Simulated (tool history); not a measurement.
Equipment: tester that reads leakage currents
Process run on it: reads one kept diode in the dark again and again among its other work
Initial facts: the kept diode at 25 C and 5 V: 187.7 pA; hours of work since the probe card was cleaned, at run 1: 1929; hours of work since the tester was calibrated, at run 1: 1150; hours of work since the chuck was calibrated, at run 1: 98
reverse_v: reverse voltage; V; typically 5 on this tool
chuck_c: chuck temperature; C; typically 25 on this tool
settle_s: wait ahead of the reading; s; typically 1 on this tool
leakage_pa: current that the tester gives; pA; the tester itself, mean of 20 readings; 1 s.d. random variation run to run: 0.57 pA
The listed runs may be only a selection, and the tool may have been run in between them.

run	hour	reverse_v	chuck_c	settle_s	hours of work since the probe card was cleaned	hours of work since the tester was calibrated	hours of work since the chuck was calibrated	leakage_pa
1	0	5	25	1	1929	1150	98	192.85
2	37.8	5	25	1	1958	1179	127	192.01
3	74.9	5	25	1	1987	1207	155	192.51
4	141.4	5	25	0.86	2038	1259	206	193.96
5	181.8	5	25	0.86	2069	1290	238	195.32
6	250.6	2.78	25	1	2122	1343	290	149.24
7	290.2	2.78	25	1	2152	1373	321	150.22
8	359.7	2.78	25	1	2206	1426	374	150.5
9	397.7	2.78	25	1	2235	1456	403	150.7
10	458.9	2.78	25	1	2282	1503	451	150.94
11	516.1	2.78	25	1	2326	1547	495	152.07
12	546.1	5	25	1	2349	1570	518	197.86
13	581.5	5	25	1	2376	1597	545	198
14	621.4	5	25	1	2407	1628	576	199.13
15	692.2	5	25	1	2461	1682	630	200.75
16	723.1	5	25	1	2485	1706	654	198.86
17	761.8	5	25	1	2515	1736	683	200.21
18	809.9	5	25	1	2552	1773	720	200.83
19	866.9	5	25	5.18	2596	1816	764	202.03
20	896.9	5	25	5.18	2619	1839	787	200.98
21	933.9	1.42	28	3.01	2647	1868	816	151.77
22	973.2	1.91	58	9.36	2678	1898	846	2308.92
23	1039.3	4.39	24	3.79	2728	1949	897	173.93
24	1074.5	4.39	24	3.79	2755	1976	924	173.78
25	1111.9	9.53	37	0.44	2784	2005	953	817.86
26	1176.2	9.53	23	6.14	2834	2054	1002	225.97
27	1217.3	10.49	23	6.14	2865	2086	1034	238.14
28	1248.4	10.49	23	6.14	2889	2110	1058	238.93
29	1294	10.49	23	6.14	2924	2145	1093	238.58
30	1336.4	13.68	23	6.14	2957	2177	1125	271.4
31	1394.6	13.68	25	0.35	3002	2222	1170	329.92
32	1457.7	13.68	22	0.35	3050	2271	1218	252.24
33	1495.8	8.81	27	0.35	3079	2300	1248	322.71
34	1556.6	7.23	24	0.35	3126	2347	1295	225.89
35	1594.5	7.23	24	0.35	3155	2376	1324	226.24
36	1646.8	6.78	38	0.35	3195	2416	1364	788.99
37	1681.8	2.66	41	0.32	3222	2443	1391	673.46
38	1716.2	2.66	41	0.32	3249	2469	1417	676.47
39	1747.2	2.66	41	0.32	3273	2493	1441	676.9
40	1803.9	2.66	41	0.32	3316	2537	1485	676.9

Selected run-to-run steps in leakage_pa, each split into two signed amounts: the part the tool would show with no hidden state at all (from settings, incoming material and random variation), and the remainder, which goes to the hidden state together with any gauge scatter not common to the measured and the hidden-state-free results:
The tool's hidden condition here consists of: stray current of the dirty probe card, pA a volt; current scale over the true one, %; true chuck temperature over the reading, C; drift of the gauge itself on leakage_pa, %.
Run 21 -> 22: reverse_v 1.42 -> 1.91, chuck_c 28 -> 58, settle_s 3.01 -> 9.36. leakage_pa +2157.15 pA: hidden state +81.14, all else +2076.01.
Run 22 -> 23: reverse_v 1.91 -> 4.39, chuck_c 58 -> 24, settle_s 9.36 -> 3.79. leakage_pa -2134.99 pA: hidden state -76.44, all else -2058.55.
Run 24 -> 25: reverse_v 4.39 -> 9.53, chuck_c 24 -> 37, settle_s 3.79 -> 0.44. leakage_pa +644.08 pA: hidden state +35.59, all else +608.49.
Run 35 -> 36: reverse_v 7.23 -> 6.78, chuck_c 24 -> 38. leakage_pa +562.75 pA: hidden state +37.68, all else +525.07.
